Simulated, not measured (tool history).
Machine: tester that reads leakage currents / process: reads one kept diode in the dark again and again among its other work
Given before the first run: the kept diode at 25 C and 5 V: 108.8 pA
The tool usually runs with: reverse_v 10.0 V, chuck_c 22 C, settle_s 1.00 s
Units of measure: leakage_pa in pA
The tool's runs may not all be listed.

| run | hour | reverse_v | chuck_c | settle_s | leakage_pa |
|---|---|---|---|---|---|
| 1 | 0.0 | 10.0 | 22 | 1.00 | 127.22 |
| 2 | 63.6 | 1.2 | 22 | 1.00 | 47.56 |
| 3 | 104.1 | 10.0 | 22 | 2.08 | 125.64 |
| 4 | 144.0 | 10.0 | 22 | 2.08 | 125.54 |
| 5 | 216.0 | 10.0 | 22 | 2.08 | 125.52 |
|  | 264.1 | probe card cleaned and baked |
| 6 | 274.6 | 2.8 | 22 | 1.00 | 61.82 |
| 7 | 324.3 | 2.8 | 22 | 1.00 | 61.61 |
| 8 | 363.1 | 1.6 | 22 | 1.00 | 49.26 |
| 9 | 411.4 | 9.7 | 40 | 1.15 | 384.22 |
| 10 | 450.2 | 9.7 | 40 | 1.15 | 384.90 |
| 11 | 497.5 | 13.4 | 24 | 0.76 | 136.28 |
| 12 | 563.6 | 1.1 | 22 | 0.74 | 42.17 |

Here are 5 independent what-if runs from the current tool condition. What would each one return?
| A | 606.0 | 1.9 | 39 | 0.53 | ? |
| B | 606.0 | 1.1 | 20 | 1.66 | ? |
| C | 606.0 | 1.3 | 28 | 0.36 | ? |
| D | 606.0 | 10.0 | 24 | 0.55 | ? |
| E | 606.0 | 9.7 | 48 | 3.14 | ? |

| run | leakage_pa |
|---|---|
| A | 187.29 |
| B | 35.56 |
| C | 71.91 |
| D | 122.11 |
| E | 662.05 |
With no hidden state in the tool, these same runs would have given:
| run | leakage_pa |
|---|---|
| A | 211.68 |
| B | 40.61 |
| C | 81.78 |
| D | 136.41 |
| E | 742.34 |
